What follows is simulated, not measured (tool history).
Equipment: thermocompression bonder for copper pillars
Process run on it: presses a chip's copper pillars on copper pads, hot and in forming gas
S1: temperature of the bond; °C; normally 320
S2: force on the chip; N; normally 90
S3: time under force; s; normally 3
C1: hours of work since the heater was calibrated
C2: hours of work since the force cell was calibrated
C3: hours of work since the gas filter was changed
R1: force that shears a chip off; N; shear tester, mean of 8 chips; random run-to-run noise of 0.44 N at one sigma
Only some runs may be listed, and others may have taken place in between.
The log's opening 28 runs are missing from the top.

run,hour,S1,S2,S3,C1,C2,C3,R1
29,1541.3,329,90,5,684,531,116,124
# hour 1554.7: forming gas filter changed
30,1604.1,329,90,5,710,558,21,129.8
31,1666.3,297,74,2,737,584,48,67.7
32,1735.3,327,124,9,767,614,77,146.1
33,1793.5,330,78,5,792,639,102,120.5
# hour 1839.7: forming gas filter changed
34,1845.1,330,66,2,813,661,2,90.7
35,1916.4,330,66,2,844,691,33,90.4
36,1956.3,330,66,2,861,709,50,89.8
37,1991.8,304,90,5,876,724,65,111.4
38,2035.2,336,90,5,895,742,84,131.7

4 ways to go on from here, each from the tool as it stands after run 38. What would each give?
A,2071.7,335,71,5,911,758,100,?
B,2071.7,317,120,3,911,758,100,?
C,2071.7,336,91,5,911,758,100,?
D,2071.7,303,77,6,911,758,100,?

run,R1
A,120.5
B,119.1
C,132.5
D,105.8
What these runs would have given with no unlogged condition in the tool:
run,R1
A,119
B,117.4
C,132.5
D,102.8
